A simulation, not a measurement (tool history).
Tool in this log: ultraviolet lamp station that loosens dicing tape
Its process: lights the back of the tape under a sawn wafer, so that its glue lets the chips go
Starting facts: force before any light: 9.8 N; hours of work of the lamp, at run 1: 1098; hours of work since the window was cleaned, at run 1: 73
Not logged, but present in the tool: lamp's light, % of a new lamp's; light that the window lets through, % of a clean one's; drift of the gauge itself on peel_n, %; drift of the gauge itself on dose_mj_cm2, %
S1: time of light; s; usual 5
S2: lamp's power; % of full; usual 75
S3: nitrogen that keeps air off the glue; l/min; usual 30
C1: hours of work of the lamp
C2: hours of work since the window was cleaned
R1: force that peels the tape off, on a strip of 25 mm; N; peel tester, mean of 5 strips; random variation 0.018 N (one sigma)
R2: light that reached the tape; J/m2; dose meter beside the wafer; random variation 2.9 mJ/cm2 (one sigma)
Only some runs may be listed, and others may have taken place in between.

| run | day | S1 | S2 | S3 | C1 | C2 | R1 | R2 |
|---|---|---|---|---|---|---|---|---|
| 1 | 0 | 5 | 75 | 30 | 1098 | 73 | 1.523 | 3070 |
| 2 | 1.721 | 5 | 75 | 30 | 1123 | 98 | 1.611 | 3030 |
| 3 | 3.012 | 10 | 75 | 30 | 1142 | 118 | 0.428 | 5990 |
| 4 | 4.95 | 5 | 75 | 39 | 1171 | 146 | 1.465 | 2890 |
| 5 | 5.821 | 3 | 75 | 30 | 1184 | 159 | 3.237 | 1710 |
| 6 | 7.142 | 3 | 75 | 30 | 1203 | 179 | 3.485 | 1700 |
|  | 8.067 | lamp changed |
| 7 | 8.067 | 3 | 75 | 30 | 0 | 192 | 2.378 | 2260 |
| 8 | 9.283 | 3 | 75 | 30 | 18 | 210 | 2.442 | 2250 |
| 9 | 10.683 | 3 | 75 | 30 | 39 | 231 | 2.47 | 2200 |
| 10 | 11.883 | 3 | 75 | 30 | 57 | 248 | 2.615 | 2190 |
| 11 | 13.129 | 3 | 75 | 30 | 75 | 267 | 2.562 | 2150 |
| 12 | 14.171 | 3 | 75 | 30 | 90 | 282 | 2.668 | 2180 |
| 13 | 15.079 | 5 | 75 | 30 | 104 | 296 | 1.208 | 3520 |
| 14 | 16.275 | 6 | 73 | 40 | 122 | 313 | 0.773 | 4080 |
| 15 | 17.888 | 6 | 73 | 40 | 145 | 337 | 0.807 | 4010 |
|  | 19.171 | window cleaned of glue's vapour |
| 16 | 19.612 | 6 | 84 | 46 | 171 | 7 | 0.395 | 5380 |
| 17 | 20.6 | 5 | 71 | 16 | 185 | 21 | 1.747 | 3780 |
| 18 | 22.142 | 2 | 76 | 46 | 208 | 44 | 3.053 | 1560 |
| 19 | 22.983 | 2 | 88 | 19 | 221 | 57 | 3.753 | 1830 |
| 20 | 24.862 | 9 | 82 | 19 | 249 | 84 | 0.417 | 7440 |
| 21 | 25.696 | 4 | 78 | 30 | 261 | 97 | 1.458 | 3140 |
| 22 | 27.138 | 4 | 78 | 30 | 282 | 118 | 1.529 | 3070 |
| 23 | 28.783 | 7 | 94 | 30 | 307 | 142 | 0.397 | 6400 |
| 24 | 30.592 | 7 | 94 | 30 | 333 | 169 | 0.418 | 6250 |
| 25 | 32.45 | 7 | 71 | 24 | 361 | 197 | 0.867 | 4600 |

Consider 3 possible next runs. They are alternatives, not a sequence: every one starts from the tool as it was left by run 25. What does each give?
| A | 34.279 | 8 | 71 | 12 | 388 | 224 | ? | ? |
| B | 34.279 | 7 | 71 | 21 | 388 | 224 | ? | ? |
| C | 34.279 | 3 | 75 | 30 | 388 | 224 | ? | ? |

| run | R1 | R2 |
|---|---|---|
| A | 1.192 | 5130 |
| B | 1.003 | 4530 |
| C | 2.818 | 2050 |
Take away the tool's hidden state, keep each run's random variation, and the runs would have read:
| run | R1 | R2 |
|---|---|---|
| A | 0.789 | 6340 |
| B | 0.658 | 5600 |
| C | 2.127 | 2530 |

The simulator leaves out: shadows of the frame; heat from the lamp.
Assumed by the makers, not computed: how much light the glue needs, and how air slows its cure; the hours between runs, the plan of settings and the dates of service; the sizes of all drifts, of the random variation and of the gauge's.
